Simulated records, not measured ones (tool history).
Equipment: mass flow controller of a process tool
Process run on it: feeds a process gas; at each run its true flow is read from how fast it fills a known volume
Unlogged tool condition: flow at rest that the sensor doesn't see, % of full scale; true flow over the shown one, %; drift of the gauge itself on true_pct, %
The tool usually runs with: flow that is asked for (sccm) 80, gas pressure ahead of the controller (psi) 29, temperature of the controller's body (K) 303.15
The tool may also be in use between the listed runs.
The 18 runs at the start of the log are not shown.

run	hour	flow that is asked for (sccm)	gas pressure ahead of the controller (psi)	temperature of the controller's body (K)	hours of work since the controller was set to zero	hours of work since the controller was changed	true flow (%)
19	4057.2	80	29	299.15	5635	5635	95.75
20	4202	26	29	303.15	5744	5744	91.87
21	4485.5	26	29	303.15	5957	5957	91.62
22	4767.7	80	29	303.15	6169	6169	94.99
23	5039.9	80	29	303.15	6373	6373	94.91
24	5286.4	80	29	303.15	6558	6558	94.82
25	5531.3	80	29	303.15	6742	6742	94.51
26	5806.1	80	29	303.15	6949	6949	94.44
27	5974.6	10	26.4	310.15	7075	7075	81.66
28	6110.4	10	26.4	310.15	7177	7177	81.59
# hour 6129: controller's zero set anew
29	6382.9	52	22.9	299.15	191	7382	91.46
30	6633.3	52	22.9	299.15	379	7570	91.26
# hour 6831.1: controller exchanged for a calibrated one
31	6873.5	68	29	303.15	32	32	99
# hour 6982.8: controller's zero set anew, once more
32	7058.3	72	29	294.15	57	170	99.69
33	7263.6	15	32.6	307.15	211	324	97.13
34	7493.3	15	32.6	307.15	383	497	96.99
35	7629.2	38	31	307.15	485	599	97.57
36	7933.8	38	31	307.15	714	828	97.38
37	8176.6	80	25.7	303.15	897	1010	98.38
38	8405.8	80	25.7	303.15	1069	1182	98.19
39	8610.9	80	25.7	303.15	1223	1336	98.04
40	8802.9	28	21.2	295.15	1367	1481	97.12
41	9020.4	28	21.2	295.15	1530	1644	96.92
42	9231.4	25	40.2	295.15	1689	1802	97.04

Run 43, settings as shown, results not yet in. Your forecast:
43	9457.3	13	40.2	312.15	1859	1972	?

{"run 43": {"true flow (%)": 93.89}}
Without the tool's hidden state the same run would have given true flow (%) 97.7.
